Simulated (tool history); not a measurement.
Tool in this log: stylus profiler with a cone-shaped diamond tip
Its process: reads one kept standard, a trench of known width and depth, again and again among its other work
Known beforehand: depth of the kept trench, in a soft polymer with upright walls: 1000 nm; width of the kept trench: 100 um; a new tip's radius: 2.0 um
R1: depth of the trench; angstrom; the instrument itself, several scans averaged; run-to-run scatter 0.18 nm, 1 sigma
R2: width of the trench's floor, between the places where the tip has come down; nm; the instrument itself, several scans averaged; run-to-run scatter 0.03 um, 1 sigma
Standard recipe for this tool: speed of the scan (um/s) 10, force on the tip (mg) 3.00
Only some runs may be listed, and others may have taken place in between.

Run 1, hour 0.0: usual settings. Result: R1 10111.7 angstrom, R2 96480 nm.
Run 2, hour 14.4: usual settings. Result: R1 10114.8 angstrom, R2 96450 nm.
Run 3, hour 31.5: usual settings. Result: R1 10115.7 angstrom, R2 96470 nm.
Run 4, hour 45.3: usual settings. Result: R1 10109.2 angstrom, R2 96500 nm.
Run 5, hour 56.2: usual settings. Result: R1 10110.5 angstrom, R2 96490 nm.
Run 6, hour 73.3: usual settings but speed of the scan (um/s) 16, force on the tip (mg) 8.58. Result: R1 10229.8 angstrom, R2 96470 nm.
Run 7, hour 93.1: usual settings but speed of the scan (um/s) 3, force on the tip (mg) 8.23. Result: R1 10219.7 angstrom, R2 96540 nm.
Run 8, hour 111.0: usual settings but speed of the scan (um/s) 7, force on the tip (mg) 2.62. Result: R1 10099.5 angstrom, R2 96440 nm.
Run 9, hour 133.1: usual settings but speed of the scan (um/s) 5, force on the tip (mg) 1.83. Result: R1 10081.2 angstrom, R2 96510 nm.
Run 10, hour 147.7: usual settings but speed of the scan (um/s) 5, force on the tip (mg) 1.83. Result: R1 10080.1 angstrom, R2 96510 nm.

5 options for the next run, each taken on its own from the tool as it stands now. Forecast them:
Run A, hour 164.8: usual settings but speed of the scan (um/s) 3, force on the tip (mg) 1.08. Result: R1 ?, R2 ?.
Run B, hour 164.8: usual settings but speed of the scan (um/s) 23, force on the tip (mg) 1.14. Result: R1 ?, R2 ?.
Run C, hour 164.8: usual settings but speed of the scan (um/s) 3, force on the tip (mg) 4.56. Result: R1 ?, R2 ?.
Run D, hour 164.8: usual settings but speed of the scan (um/s) 12. Result: R1 ?, R2 ?.
Run E, hour 164.8: usual settings but speed of the scan (um/s) 4, force on the tip (mg) 1.83. Result: R1 ?, R2 ?.

run       R1     R2
  A  10053.6  96480
  B  10058.6  96300
  C  10147.5  96510
  D  10113.8  96490
  E  10082.6  96500
Without the tool's unlogged condition, the same runs would have read:
run       R1     R2
  A  10053.6  96490
  B  10058.6  96310
  C  10147.6  96520
  D  10113.9  96500
  E  10082.7  96510

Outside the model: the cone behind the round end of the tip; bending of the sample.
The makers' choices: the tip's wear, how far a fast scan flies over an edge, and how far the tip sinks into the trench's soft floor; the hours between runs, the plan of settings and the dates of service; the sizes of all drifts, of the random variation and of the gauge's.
